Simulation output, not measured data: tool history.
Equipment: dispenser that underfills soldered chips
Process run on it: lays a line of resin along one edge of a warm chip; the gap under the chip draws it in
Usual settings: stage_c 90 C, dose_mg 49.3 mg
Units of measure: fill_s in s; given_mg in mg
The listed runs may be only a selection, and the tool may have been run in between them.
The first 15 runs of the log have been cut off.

{"hour": 165.4, "done": "new syringe of resin"}
{"hour": 167.4, "done": "dispensing valve cleaned and set on the balance"}
{"run": 16, "hour": 168.1, "stage_c": 90, "dose_mg": 51.9, "fill_s": 151.2, "given_mg": 51.92}
{"run": 17, "hour": 177.1, "stage_c": 90, "dose_mg": 51.9, "fill_s": 227.8, "given_mg": 51.41}
{"hour": 178.6, "done": "new syringe of resin"}
{"run": 18, "hour": 186.7, "stage_c": 90, "dose_mg": 51.9, "fill_s": 196.1, "given_mg": 51.01}
{"hour": 190.6, "done": "new syringe of resin"}
{"run": 19, "hour": 197.3, "stage_c": 90, "dose_mg": 51.9, "fill_s": 187.0, "given_mg": 50.48}
{"hour": 202.9, "done": "new syringe of resin"}
{"run": 20, "hour": 210.1, "stage_c": 94, "dose_mg": 43.0, "fill_s": 170.2, "given_mg": 41.97}
{"hour": 215.1, "done": "new syringe of resin"}
{"run": 21, "hour": 217.3, "stage_c": 94, "dose_mg": 58.3, "fill_s": 128.1, "given_mg": 56.29}
{"hour": 227.5, "done": "new syringe of resin"}
{"hour": 230.4, "done": "dispensing valve cleaned and set on the balance"}
{"run": 22, "hour": 230.4, "stage_c": 94, "dose_mg": 58.3, "fill_s": 125.8, "given_mg": 58.32}
{"hour": 240.5, "done": "new syringe of resin"}
{"run": 23, "hour": 241.8, "stage_c": 101, "dose_mg": 52.6, "fill_s": 92.5, "given_mg": 52.18}
{"hour": 253.0, "done": "new syringe of resin"}
{"run": 24, "hour": 255.9, "stage_c": 101, "dose_mg": 52.6, "fill_s": 100.3, "given_mg": 52.11}
{"hour": 264.7, "done": "new syringe of resin"}
{"run": 25, "hour": 268.7, "stage_c": 101, "dose_mg": 52.0, "fill_s": 104.8, "given_mg": 50.79}
{"hour": 277.5, "done": "new syringe of resin"}
{"run": 26, "hour": 279.7, "stage_c": 105, "dose_mg": 61.5, "fill_s": 81.0, "given_mg": 59.85}
{"run": 27, "hour": 286.1, "stage_c": 83, "dose_mg": 58.0, "fill_s": 265.9, "given_mg": 55.61}
{"hour": 290.2, "done": "new syringe of resin"}
{"hour": 293.7, "done": "dispensing valve cleaned and set on the balance"}
{"run": 28, "hour": 301.3, "stage_c": 101, "dose_mg": 51.1, "fill_s": 136.5, "given_mg": 50.89}
{"hour": 304.3, "done": "new syringe of resin"}
{"run": 29, "hour": 312.4, "stage_c": 101, "dose_mg": 59.0, "fill_s": 121.4, "given_mg": 58.63}
{"hour": 316.8, "done": "new syringe of resin"}
{"run": 30, "hour": 322.3, "stage_c": 105, "dose_mg": 63.5, "fill_s": 91.7, "given_mg": 61.95}

Alternative continuations, all from the tool just after run 30; predict every row:
{"hour": 328.8, "done": "new syringe of resin"}
{"run": "A", "hour": 333.9, "stage_c": 91, "dose_mg": 46.4, "fill_s": "?", "given_mg": "?"}
{"hour": 328.8, "done": "new syringe of resin"}
{"run": "B", "hour": 333.9, "stage_c": 105, "dose_mg": 52.1, "fill_s": "?", "given_mg": "?"}
{"hour": 328.8, "done": "new syringe of resin"}
{"run": "C", "hour": 333.9, "stage_c": 105, "dose_mg": 51.7, "fill_s": "?", "given_mg": "?"}
{"hour": 328.8, "done": "new syringe of resin"}
{"run": "D", "hour": 333.9, "stage_c": 76, "dose_mg": 49.3, "fill_s": "?", "given_mg": "?"}
{"hour": 328.8, "done": "new syringe of resin"}
{"run": "E", "hour": 333.9, "stage_c": 103, "dose_mg": 54.6, "fill_s": "?", "given_mg": "?"}

run=A fill_s=168.1 given_mg=45.21
run=B fill_s=91.1 given_mg=50.98
run=C fill_s=93.6 given_mg=50.52
run=D fill_s=318.0 given_mg=48.14
run=E fill_s=100.3 given_mg=53.40
The same runs, with their run-to-run variation unchanged, on a tool lacking any hidden condition would have given:
run=A fill_s=143.6 given_mg=46.26
run=B fill_s=77.5 given_mg=52.16
run=C fill_s=79.8 given_mg=51.68
run=D fill_s=273.5 given_mg=49.25
run=E fill_s=85.5 given_mg=54.63
